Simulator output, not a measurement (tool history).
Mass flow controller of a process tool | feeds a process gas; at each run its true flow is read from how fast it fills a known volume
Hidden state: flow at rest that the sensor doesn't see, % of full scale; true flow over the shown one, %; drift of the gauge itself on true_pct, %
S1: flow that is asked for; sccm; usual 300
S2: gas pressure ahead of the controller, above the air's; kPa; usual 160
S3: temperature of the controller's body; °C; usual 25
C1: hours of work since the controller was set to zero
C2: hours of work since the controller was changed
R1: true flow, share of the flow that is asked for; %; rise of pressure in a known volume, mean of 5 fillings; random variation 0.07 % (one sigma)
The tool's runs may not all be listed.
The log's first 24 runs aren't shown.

run 25 hour=3280.2 | S1=210 S2=160 S3=28 | C1=767 C2=5117 | R1=98.42
run 26 hour=3435.0 | S1=210 S2=160 S3=28 | C1=882 C2=5232 | R1=98.42
run 27 hour=3556.5 | S1=123 S2=159 S3=23 | C1=972 C2=5322 | R1=97.67
run 28 hour=3730.0 | S1=136 S2=160 S3=32 | C1=1101 C2=5451 | R1=98.69
run 29 hour=3894.6 | S1=136 S2=178 S3=35 | C1=1223 C2=5573 | R1=99.15
run 30 hour=4001.9 | S1=619 S2=203 S3=25 | C1=1303 C2=5653 | R1=98.79
run 31 hour=4141.6 | S1=150 S2=188 S3=34 | C1=1406 C2=5757 | R1=99.02
run 32 hour=4283.4 | S1=524 S2=191 S3=37 | C1=1512 C2=5862 | R1=99.96
run 33 hour=4395.3 | S1=563 S2=169 S3=25 | C1=1595 C2=5945 | R1=98.58
run 34 hour=4576.9 | S1=300 S2=160 S3=22 | C1=1730 C2=6080 | R1=97.78
run 35 hour=4737.2 | S1=300 S2=203 S3=23 | C1=1849 C2=6199 | R1=97.94
run 36 hour=4842.7 | S1=300 S2=264 S3=25 | C1=1927 C2=6278 | R1=98.48
run 37 hour=4960.6 | S1=158 S2=234 S3=23 | C1=2015 C2=6365 | R1=97.87
run 38 hour=5097.3 | S1=158 S2=234 S3=23 | C1=2116 C2=6467 | R1=97.88
run 39 hour=5253.4 | S1=534 S2=151 S3=24 | C1=2232 C2=6583 | R1=98.30
run 40 hour=5384.7 | S1=359 S2=160 S3=23 | C1=2330 C2=6680 | R1=97.82
run 41 hour=5466.1 | S1=522 S2=190 S3=38 | C1=2390 C2=6741 | R1=99.99
run 42 hour=5640.3 | S1=634 S2=143 S3=35 | C1=2520 C2=6870 | R1=99.43
run 43 hour=5719.2 | S1=130 S2=232 S3=39 | C1=2578 C2=6929 | R1=99.51
-- hour=5738.3 gauge calibrated
run 44 hour=5887.7 | S1=334 S2=159 S3=22 | C1=2704 C2=7054 | R1=98.36
run 45 hour=6015.5 | S1=311 S2=149 S3=27 | C1=2798 C2=7149 | R1=98.79
run 46 hour=6124.5 | S1=300 S2=161 S3=29 | C1=2879 C2=7230 | R1=99.20
run 47 hour=6279.5 | S1=300 S2=161 S3=29 | C1=2995 C2=7345 | R1=99.02

Forecast each of these 5 alternatives for the next run:
run A hour=6419.1 | S1=300 S2=221 S3=29 | C1=3098 C2=7449 | R1=?
run B hour=6419.1 | S1=251 S2=147 S3=38 | C1=3098 C2=7449 | R1=?
run C hour=6419.1 | S1=436 S2=176 S3=25 | C1=3098 C2=7449 | R1=?
run D hour=6419.1 | S1=694 S2=158 S3=29 | C1=3098 C2=7449 | R1=?
run E hour=6419.1 | S1=158 S2=225 S3=25 | C1=3098 C2=7449 | R1=?

run=A R1=99.29
run=B R1=99.97
run=C R1=98.93
run=D R1=99.58
run=E R1=98.64
Without the tool's hidden state the same runs would have given:
run=A R1=99.39
run=B R1=100.07
run=C R1=99.03
run=D R1=99.68
run=E R1=98.75

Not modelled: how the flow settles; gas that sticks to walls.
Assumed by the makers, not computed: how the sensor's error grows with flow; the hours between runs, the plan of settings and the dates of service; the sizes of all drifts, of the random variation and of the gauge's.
